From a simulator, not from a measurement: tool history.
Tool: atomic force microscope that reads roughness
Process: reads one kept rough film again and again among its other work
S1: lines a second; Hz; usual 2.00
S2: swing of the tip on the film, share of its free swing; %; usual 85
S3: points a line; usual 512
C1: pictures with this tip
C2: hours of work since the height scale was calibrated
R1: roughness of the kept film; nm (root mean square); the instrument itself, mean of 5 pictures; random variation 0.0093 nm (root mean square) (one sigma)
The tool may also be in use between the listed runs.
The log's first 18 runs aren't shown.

{"run": 19, "hour": 643.0, "S1": 2.0, "S2": 75, "S3": 512, "C1": 341, "C2": 484, "R1": 1.898}
{"hour": 670.7, "done": "new tip fitted"}
{"run": 20, "hour": 681.3, "S1": 2.0, "S2": 75, "S3": 512, "C1": 17, "C2": 508, "R1": 2.164}
{"run": 21, "hour": 712.0, "S1": 2.0, "S2": 85, "S3": 512, "C1": 65, "C2": 528, "R1": 2.031}
{"run": 22, "hour": 740.8, "S1": 2.0, "S2": 85, "S3": 512, "C1": 111, "C2": 546, "R1": 2.007}
{"run": 23, "hour": 786.6, "S1": 2.0, "S2": 85, "S3": 512, "C1": 184, "C2": 575, "R1": 1.936}
{"run": 24, "hour": 817.3, "S1": 2.0, "S2": 85, "S3": 512, "C1": 232, "C2": 594, "R1": 1.894}
{"run": 25, "hour": 838.4, "S1": 2.0, "S2": 85, "S3": 332, "C1": 266, "C2": 607, "R1": 1.855}
{"run": 26, "hour": 882.9, "S1": 2.0, "S2": 85, "S3": 332, "C1": 336, "C2": 635, "R1": 1.803}
{"hour": 913.2, "done": "new tip fitted"}
{"run": 27, "hour": 918.7, "S1": 2.0, "S2": 85, "S3": 332, "C1": 8, "C2": 658, "R1": 2.088}
{"run": 28, "hour": 957.3, "S1": 1.38, "S2": 85, "S3": 345, "C1": 70, "C2": 682, "R1": 2.102}
{"hour": 960.9, "done": "height scale calibrated on a step standard"}
{"run": 29, "hour": 984.3, "S1": 0.95, "S2": 58, "S3": 403, "C1": 111, "C2": 15, "R1": 2.264}
{"run": 30, "hour": 1018.1, "S1": 0.95, "S2": 68, "S3": 403, "C1": 164, "C2": 36, "R1": 2.164}
{"run": 31, "hour": 1061.9, "S1": 0.61, "S2": 59, "S3": 418, "C1": 234, "C2": 64, "R1": 2.148}
{"hour": 1091.5, "done": "height scale calibrated on a step standard, once more"}
{"run": 32, "hour": 1093.7, "S1": 0.61, "S2": 59, "S3": 418, "C1": 283, "C2": 1, "R1": 2.106}
{"run": 33, "hour": 1128.6, "S1": 0.6, "S2": 80, "S3": 321, "C1": 338, "C2": 23, "R1": 2.013}
{"run": 34, "hour": 1156.5, "S1": 2.75, "S2": 85, "S3": 317, "C1": 382, "C2": 41, "R1": 1.686}
{"hour": 1159.7, "done": "new tip fitted"}
{"run": 35, "hour": 1193.8, "S1": 3.65, "S2": 60, "S3": 915, "C1": 54, "C2": 64, "R1": 2.217}
{"run": 36, "hour": 1226.6, "S1": 0.98, "S2": 58, "S3": 915, "C1": 106, "C2": 85, "R1": 2.234}
{"run": 37, "hour": 1260.2, "S1": 0.98, "S2": 58, "S3": 915, "C1": 160, "C2": 106, "R1": 2.23}
{"run": 38, "hour": 1303.2, "S1": 2.37, "S2": 85, "S3": 512, "C1": 228, "C2": 133, "R1": 1.843}
{"run": 39, "hour": 1341.2, "S1": 2.37, "S2": 85, "S3": 512, "C1": 288, "C2": 157, "R1": 1.795}
{"run": 40, "hour": 1384.5, "S1": 2.57, "S2": 87, "S3": 306, "C1": 357, "C2": 185, "R1": 1.698}
{"hour": 1403.2, "done": "new tip fitted"}
{"run": 41, "hour": 1408.0, "S1": 2.57, "S2": 87, "S3": 306, "C1": 7, "C2": 199, "R1": 1.961}
{"run": 42, "hour": 1451.4, "S1": 1.01, "S2": 85, "S3": 512, "C1": 76, "C2": 226, "R1": 2.164}
{"run": 43, "hour": 1488.3, "S1": 2.42, "S2": 72, "S3": 548, "C1": 135, "C2": 250, "R1": 2.078}

Run 44 comes next. What will it give?
{"run": 44, "hour": 1535.8, "S1": 2.42, "S2": 72, "S3": 548, "C1": 210, "C2": 280, "R1": "?"}

R1: 2.002 nm (root mean square)
Without the tool's hidden state the same run would have given R1 2.216 nm (root mean square).
